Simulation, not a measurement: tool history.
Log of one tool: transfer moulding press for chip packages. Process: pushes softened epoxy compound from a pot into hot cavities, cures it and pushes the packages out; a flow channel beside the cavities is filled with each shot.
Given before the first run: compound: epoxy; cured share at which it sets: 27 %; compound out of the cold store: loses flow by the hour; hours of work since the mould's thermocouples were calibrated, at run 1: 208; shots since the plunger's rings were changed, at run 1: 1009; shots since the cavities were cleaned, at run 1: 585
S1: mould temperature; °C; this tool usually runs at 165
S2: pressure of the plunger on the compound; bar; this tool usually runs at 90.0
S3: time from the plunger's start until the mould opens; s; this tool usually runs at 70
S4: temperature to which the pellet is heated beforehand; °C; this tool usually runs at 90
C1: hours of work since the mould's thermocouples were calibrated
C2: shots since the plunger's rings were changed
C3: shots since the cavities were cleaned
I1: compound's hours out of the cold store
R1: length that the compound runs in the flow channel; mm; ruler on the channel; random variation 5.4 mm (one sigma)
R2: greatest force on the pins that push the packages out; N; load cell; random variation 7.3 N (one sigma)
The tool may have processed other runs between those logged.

run,hour,S1,S2,S3,S4,C1,C2,C3,I1,R1,R2
1,0.0,165,90.0,70,90,208,1009,585,38.4,512,297
# hour 2.2: cavities cleaned with cleaning compound and waxed
2,9.3,165,90.0,70,90,214,1145,123,13.6,558,297
3,13.1,165,90.0,70,90,217,1212,190,35.4,516,296
4,17.8,165,90.0,89,90,221,1294,272,38.2,518,234
5,26.6,165,90.0,89,90,228,1446,424,46.0,496,239
6,31.4,165,90.0,70,100,232,1530,508,42.1,501,296
# hour 38.1: cavities cleaned with cleaning compound and waxed
7,38.7,165,90.0,70,88,236,1630,10,13.9,553,313
8,45.8,165,73.6,69,90,242,1754,134,34.5,468,302

What does the tool deliver on the next run?
9,50.4,169,105.6,69,90,246,1835,215,25.3,?,?

For run 9 the tool returned R1 576 mm, R2 260 N.
Without the tool's hidden state the same run would have given R1 576 mm, R2 259 N.
